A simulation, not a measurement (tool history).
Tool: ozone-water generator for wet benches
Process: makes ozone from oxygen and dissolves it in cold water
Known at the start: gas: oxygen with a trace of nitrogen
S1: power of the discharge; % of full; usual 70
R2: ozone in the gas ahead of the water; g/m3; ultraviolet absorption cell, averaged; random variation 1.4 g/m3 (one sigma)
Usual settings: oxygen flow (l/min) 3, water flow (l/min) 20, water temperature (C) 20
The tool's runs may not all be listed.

run 1 hour=0 | S1=70 oxygen_flow_(l/min)=3 water_flow_(l/min)=20 water_temperature_(C)=20 | dissolved_ozone_(ppm)=22.1 R2=263.3
run 2 hour=24.1 | S1=70 oxygen_flow_(l/min)=3 water_flow_(l/min)=20 water_temperature_(C)=15 | dissolved_ozone_(ppm)=23.1 R2=261.8
run 3 hour=56.4 | S1=70 oxygen_flow_(l/min)=3 water_flow_(l/min)=20 water_temperature_(C)=15 | dissolved_ozone_(ppm)=23.1 R2=262.3
run 4 hour=87.3 | S1=70 oxygen_flow_(l/min)=3 water_flow_(l/min)=20 water_temperature_(C)=15 | dissolved_ozone_(ppm)=23 R2=263.2
run 5 hour=124.6 | S1=70 oxygen_flow_(l/min)=3 water_flow_(l/min)=20 water_temperature_(C)=15 | dissolved_ozone_(ppm)=23.2 R2=261.8
-- hour=160.3 contactor cleaned
run 6 hour=173.6 | S1=70 oxygen_flow_(l/min)=3 water_flow_(l/min)=20 water_temperature_(C)=15 | dissolved_ozone_(ppm)=23.1 R2=266.3
run 7 hour=214.5 | S1=70 oxygen_flow_(l/min)=3 water_flow_(l/min)=20 water_temperature_(C)=15 | dissolved_ozone_(ppm)=23.2 R2=263.7
run 8 hour=237.5 | S1=70 oxygen_flow_(l/min)=3 water_flow_(l/min)=20 water_temperature_(C)=20 | dissolved_ozone_(ppm)=21.9 R2=260.4
run 9 hour=268.1 | S1=70 oxygen_flow_(l/min)=3 water_flow_(l/min)=18 water_temperature_(C)=20 | dissolved_ozone_(ppm)=23.6 R2=264.9
run 10 hour=317.2 | S1=70 oxygen_flow_(l/min)=3 water_flow_(l/min)=18 water_temperature_(C)=20 | dissolved_ozone_(ppm)=23.9 R2=261.8
run 11 hour=340.9 | S1=70 oxygen_flow_(l/min)=3 water_flow_(l/min)=20 water_temperature_(C)=20 | dissolved_ozone_(ppm)=22 R2=260.5
run 12 hour=363.6 | S1=70 oxygen_flow_(l/min)=3 water_flow_(l/min)=20 water_temperature_(C)=20 | dissolved_ozone_(ppm)=22 R2=261
run 13 hour=410.2 | S1=70 oxygen_flow_(l/min)=3 water_flow_(l/min)=20 water_temperature_(C)=20 | dissolved_ozone_(ppm)=22.3 R2=263.5
run 14 hour=439.5 | S1=70 oxygen_flow_(l/min)=3 water_flow_(l/min)=20 water_temperature_(C)=20 | dissolved_ozone_(ppm)=22.1 R2=260
run 15 hour=479.9 | S1=70 oxygen_flow_(l/min)=3 water_flow_(l/min)=20 water_temperature_(C)=20 | dissolved_ozone_(ppm)=22 R2=261.8
run 16 hour=515.3 | S1=70 oxygen_flow_(l/min)=3 water_flow_(l/min)=20 water_temperature_(C)=20 | dissolved_ozone_(ppm)=21.9 R2=259.7
run 17 hour=536 | S1=70 oxygen_flow_(l/min)=3 water_flow_(l/min)=20 water_temperature_(C)=20 | dissolved_ozone_(ppm)=22.2 R2=261.5
run 18 hour=559.7 | S1=70 oxygen_flow_(l/min)=1.52 water_flow_(l/min)=20 water_temperature_(C)=26 | dissolved_ozone_(ppm)=17 R2=339.7
run 19 hour=587.9 | S1=70 oxygen_flow_(l/min)=1.52 water_flow_(l/min)=20 water_temperature_(C)=26 | dissolved_ozone_(ppm)=16.6 R2=340.8
run 20 hour=627.2 | S1=70 oxygen_flow_(l/min)=3 water_flow_(l/min)=16 water_temperature_(C)=20 | dissolved_ozone_(ppm)=26.7 R2=259.8
run 21 hour=656.3 | S1=62 oxygen_flow_(l/min)=2.46 water_flow_(l/min)=23 water_temperature_(C)=19 | dissolved_ozone_(ppm)=17 R2=265.5
run 22 hour=689.5 | S1=62 oxygen_flow_(l/min)=2.73 water_flow_(l/min)=14 water_temperature_(C)=19 | dissolved_ozone_(ppm)=27.1 R2=253.6
run 23 hour=726 | S1=72 oxygen_flow_(l/min)=3.07 water_flow_(l/min)=24 water_temperature_(C)=16 | dissolved_ozone_(ppm)=19.8 R2=261.2
run 24 hour=766.9 | S1=72 oxygen_flow_(l/min)=3.07 water_flow_(l/min)=24 water_temperature_(C)=16 | dissolved_ozone_(ppm)=19.7 R2=259.6
run 25 hour=806.7 | S1=72 oxygen_flow_(l/min)=3.07 water_flow_(l/min)=13 water_temperature_(C)=27 | dissolved_ozone_(ppm)=28.7 R2=258.7
run 26 hour=844.6 | S1=72 oxygen_flow_(l/min)=2.21 water_flow_(l/min)=12 water_temperature_(C)=28 | dissolved_ozone_(ppm)=28.3 R2=293.6
run 27 hour=874.7 | S1=72 oxygen_flow_(l/min)=2.21 water_flow_(l/min)=12 water_temperature_(C)=28 | dissolved_ozone_(ppm)=28.2 R2=298.1
run 28 hour=910.9 | S1=72 oxygen_flow_(l/min)=2.21 water_flow_(l/min)=12 water_temperature_(C)=28 | dissolved_ozone_(ppm)=28.4 R2=293.5
run 29 hour=959.4 | S1=60 oxygen_flow_(l/min)=3 water_flow_(l/min)=26 water_temperature_(C)=12 | dissolved_ozone_(ppm)=16.8 R2=237.9
run 30 hour=995.2 | S1=60 oxygen_flow_(l/min)=3 water_flow_(l/min)=26 water_temperature_(C)=12 | dissolved_ozone_(ppm)=16.9 R2=239
run 31 hour=1025.1 | S1=60 oxygen_flow_(l/min)=4.64 water_flow_(l/min)=26 water_temperature_(C)=21 | dissolved_ozone_(ppm)=17.7 R2=201
run 32 hour=1056.2 | S1=60 oxygen_flow_(l/min)=4.64 water_flow_(l/min)=26 water_temperature_(C)=21 | dissolved_ozone_(ppm)=18 R2=201
run 33 hour=1080 | S1=52 oxygen_flow_(l/min)=3 water_flow_(l/min)=21 water_temperature_(C)=15 | dissolved_ozone_(ppm)=18.6 R2=222.3
run 34 hour=1123.3 | S1=83 oxygen_flow_(l/min)=3 water_flow_(l/min)=14 water_temperature_(C)=20 | dissolved_ozone_(ppm)=32.3 R2=282.8

Measured less the same run without the tool's hidden state. The same run-to-run variation is in both; the gauge's scatter may not be:
The hidden state here: yield of the discharge, % of new electrodes'; contactor's efficiency, % of a clean one's; true water temperature over the reading, C; drift of the gauge itself on ozone_ppm, %; drift of the gauge itself on gas_g_m3, %.
run=1 R2=-0.1
run=2 R2=-0.2
run=3 R2=-0.4
run=4 R2=-0.6
run=5 R2=-0.7
run=6 R2=-1.1
run=7 R2=-1.2
run=8 R2=-1.4
run=9 R2=-1.6
run=10 R2=-1.8
run=11 R2=-2
run=12 R2=-2.1
run=13 R2=-2.4
run=14 R2=-2.5
run=15 R2=-2.8
run=16 R2=-2.9
run=17 R2=-3.1
run=18 R2=-4.3
run=19 R2=-4.5
run=20 R2=-3.7
run=21 R2=-3.9
run=22 R2=-3.9
run=23 R2=-4.2
run=24 R2=-4.5
run=25 R2=-4.7
run=26 R2=-5.6
run=27 R2=-5.8
run=28 R2=-6
run=29 R2=-5.1
run=30 R2=-5.3
run=31 R2=-4.6
run=32 R2=-4.7
run=33 R2=-5.4
run=34 R2=-7.2
dissolved ozone (ppm): within 0.1 of the measured result in every run.
